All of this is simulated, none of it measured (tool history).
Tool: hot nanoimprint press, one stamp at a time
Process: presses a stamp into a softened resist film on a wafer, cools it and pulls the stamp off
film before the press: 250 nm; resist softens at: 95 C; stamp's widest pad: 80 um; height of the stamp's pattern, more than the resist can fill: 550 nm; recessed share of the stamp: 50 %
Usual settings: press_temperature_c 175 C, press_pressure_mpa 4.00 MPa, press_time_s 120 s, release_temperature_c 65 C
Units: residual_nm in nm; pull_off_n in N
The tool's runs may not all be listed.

Run 1, hour 0.0: usual settings. Result: residual_nm 107.5 nm, pull_off_n 203 N.
Run 2, hour 36.6: usual settings but press_pressure_mpa 4.79 MPa. Result: residual_nm 96.6 nm, pull_off_n 191 N.
Run 3, hour 62.1: usual settings. Result: residual_nm 107.6 nm, pull_off_n 197 N.
Run 4, hour 124.3: usual settings. Result: residual_nm 107.7 nm, pull_off_n 197 N.
Run 5, hour 152.4: usual settings. Result: residual_nm 107.2 nm, pull_off_n 200 N.
Run 6, hour 182.6: usual settings. Result: residual_nm 107.3 nm, pull_off_n 199 N.
Run 7, hour 224.4: usual settings. Result: residual_nm 107.5 nm, pull_off_n 191 N.
At hour 244.1: stamp cleaned and given a new release coat.
Run 8, hour 276.9: usual settings. Result: residual_nm 107.8 nm, pull_off_n 199 N.
Run 9, hour 338.0: usual settings. Result: residual_nm 107.7 nm, pull_off_n 190 N.
Run 10, hour 393.7: usual settings. Result: residual_nm 107.9 nm, pull_off_n 201 N.
At hour 441.3: plate thermocouple calibrated.
At hour 452.6: press's hydraulic seals changed and the load cell set to zero.
Run 11, hour 463.1: usual settings. Result: residual_nm 107.8 nm, pull_off_n 208 N.
Run 12, hour 518.8: usual settings. Result: residual_nm 108.1 nm, pull_off_n 199 N.
Run 13, hour 551.1: usual settings but press_time_s 67 s. Result: residual_nm 130.1 nm, pull_off_n 201 N.
At hour 576.9: stamp cleaned and given a new release coat.
Run 14, hour 614.3: usual settings but press_time_s 67 s. Result: residual_nm 129.9 nm, pull_off_n 194 N.
Run 15, hour 660.2: usual settings but press_time_s 67 s. Result: residual_nm 129.7 nm, pull_off_n 197 N.
Run 16, hour 719.9: usual settings but press_temperature_c 167 C, press_pressure_mpa 4.67 MPa, press_time_s 96 s, release_temperature_c 59 C. Result: residual_nm 133.0 nm, pull_off_n 204 N.
Run 17, hour 751.9: usual settings but press_temperature_c 167 C, press_pressure_mpa 4.67 MPa, press_time_s 96 s, release_temperature_c 59 C. Result: residual_nm 133.0 nm, pull_off_n 205 N.
Run 18, hour 788.8: usual settings but press_temperature_c 167 C, press_pressure_mpa 4.67 MPa, press_time_s 96 s, release_temperature_c 59 C. Result: residual_nm 132.8 nm, pull_off_n 201 N.
Run 19, hour 845.8: usual settings but press_temperature_c 172 C, press_pressure_mpa 4.67 MPa, press_time_s 96 s, release_temperature_c 59 C. Result: residual_nm 116.1 nm, pull_off_n 211 N.
Run 20, hour 880.8: usual settings but press_temperature_c 172 C, press_pressure_mpa 4.67 MPa, press_time_s 96 s, release_temperature_c 59 C. Result: residual_nm 115.8 nm, pull_off_n 209 N.
At hour 890.9: plate thermocouple calibrated.
At hour 901.5: stamp cleaned and given a new release coat.
Run 21, hour 947.3: usual settings but press_temperature_c 172 C, press_pressure_mpa 4.67 MPa, press_time_s 96 s, release_temperature_c 59 C. Result: residual_nm 115.8 nm, pull_off_n 207 N.
Run 22, hour 993.9: usual settings but press_temperature_c 172 C, press_pressure_mpa 3.81 MPa, press_time_s 219 s, release_temperature_c 59 C. Result: residual_nm 99.7 nm, pull_off_n 206 N.
Run 23, hour 1047.3: usual settings but press_temperature_c 172 C, press_pressure_mpa 3.81 MPa, press_time_s 219 s, release_temperature_c 59 C. Result: residual_nm 100.0 nm, pull_off_n 203 N.
Run 24, hour 1106.7: usual settings but press_temperature_c 172 C, press_pressure_mpa 3.81 MPa, press_time_s 219 s, release_temperature_c 59 C. Result: residual_nm 100.0 nm, pull_off_n 207 N.
Run 25, hour 1146.9: usual settings but press_time_s 119 s, release_temperature_c 51 C. Result: residual_nm 109.3 nm, pull_off_n 223 N.
Run 26, hour 1173.0: usual settings but press_temperature_c 165 C, press_pressure_mpa 2.61 MPa, press_time_s 136 s. Result: residual_nm 170.2 nm, pull_off_n 187 N.
Run 27, hour 1210.6: usual settings but press_temperature_c 168 C. Result: residual_nm 132.0 nm, pull_off_n 198 N.
At hour 1220.1: stamp cleaned and given a new release coat.
Run 28, hour 1276.5: usual settings but press_temperature_c 174 C, press_pressure_mpa 3.04 MPa, release_temperature_c 60 C. Result: residual_nm 130.6 nm, pull_off_n 202 N.
At hour 1295.9: press's hydraulic seals changed and the load cell set to zero.
Run 29, hour 1309.9: usual settings but release_temperature_c 59 C. Result: residual_nm 109.0 nm, pull_off_n 206 N.

3 ways to go on from here, each from the tool as it stands after run 29. What would each give?
At hour 1344.8: plate thermocouple calibrated.
Run A, hour 1372.1: usual settings but press_time_s 68 s, release_temperature_c 55 C. Result: residual_nm ?, pull_off_n ?.
At hour 1344.8: plate thermocouple calibrated.
Run B, hour 1372.1: usual settings but press_pressure_mpa 5.97 MPa, press_time_s 202 s, release_temperature_c 66 C. Result: residual_nm ?, pull_off_n ?.
At hour 1344.8: plate thermocouple calibrated.
Run C, hour 1372.1: usual settings but press_temperature_c 165 C, press_time_s 72 s. Result: residual_nm ?, pull_off_n ?.

run  residual_nm  pull_off_n
  A        130.6         212
  B         71.7         190
  C        165.3         194
Without the tool's hidden state the same runs would have given:
run  residual_nm  pull_off_n
  A        128.6         211
  B         70.6         189
  C        162.7         193
